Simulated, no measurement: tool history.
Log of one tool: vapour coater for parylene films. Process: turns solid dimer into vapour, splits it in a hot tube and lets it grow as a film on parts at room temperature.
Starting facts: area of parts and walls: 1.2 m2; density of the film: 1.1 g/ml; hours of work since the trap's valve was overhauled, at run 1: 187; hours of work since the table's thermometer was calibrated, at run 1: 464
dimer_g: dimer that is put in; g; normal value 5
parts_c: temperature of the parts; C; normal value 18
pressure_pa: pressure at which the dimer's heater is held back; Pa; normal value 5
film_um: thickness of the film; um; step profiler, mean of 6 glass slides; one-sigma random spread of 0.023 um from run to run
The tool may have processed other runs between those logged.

run   hour  dimer_g  parts_c  pressure_pa  hours of work since the trap's valve was overhauled  hours of work since the table's thermometer was calibrated  film_um
  1      0        5       18            5                                                  187                                                         464     2.38
  2   36.2        5       18            5                                                  203                                                         479     2.41
  3   70.4        3       18            5                                                  217                                                         493     1.41
  4   92.5        3       18            5                                                  226                                                         503     1.48
  5  125.5        5       18         9.04                                                  240                                                         516     2.31
  6  165.7        5       18            5                                                  257                                                         533     2.39
  7  193.3        5       18            5                                                  269                                                         545     2.37
  8  225.6        5       18            5                                                  282                                                         559     2.36
  9  255.7        5       18            5                                                  295                                                         571     2.39
 10  279.5        3       18            5                                                  305                                                         581     1.42
 11  319.2        3       18         5.41                                                  322                                                         598     1.44
 12  343.2        3       18         5.41                                                  332                                                         608     1.42
 13  365.3        3       18         5.41                                                  341                                                         617     1.41
 14  398.8        8       26         6.56                                                  355                                                         631     2.74
 15  431.4        8       26         6.56                                                  369                                                         645      2.7
 16  469.8        8       12         3.61                                                  385                                                         661     4.77
 17  499.4        9       12         9.76                                                  397                                                         674     5.02
 18  536.5        4       14         4.33                                                  413                                                         689     2.14
 19  559.7        4       14         4.33                                                  423                                                         699      2.2
 20  590.3        4       14         4.33                                                  436                                                         712     2.14
 21  617.7        4       14         4.33                                                  447                                                         724     2.18
 22  652.6        4       14         4.33                                                  462                                                         738     2.16
 23  672.5        2       19         3.21                                                  470                                                         747     0.87
 24  705.4        3       13            5                                                  484                                                         761     1.66

Predict each of these 5 candidate next runs independently; none follows another, all start after run 24:
  A   730        3       15            5                                                  495                                                         771        ?
  B   730        8       27         11.8                                                  495                                                         771        ?
  C   730        4       18          3.6                                                  495                                                         771        ?
  D   730        3       15         9.92                                                  495                                                         771        ?
  E   730        4       10         4.85                                                  495                                                         771        ?

run  film_um
  A     1.51
  B     2.42
  C     1.87
  D     1.47
  E     2.45
Had the tool no hidden state, the same runs would have come out as:
run  film_um
  A     1.65
  B     2.64
  C     2.04
  D      1.6
  E     2.67

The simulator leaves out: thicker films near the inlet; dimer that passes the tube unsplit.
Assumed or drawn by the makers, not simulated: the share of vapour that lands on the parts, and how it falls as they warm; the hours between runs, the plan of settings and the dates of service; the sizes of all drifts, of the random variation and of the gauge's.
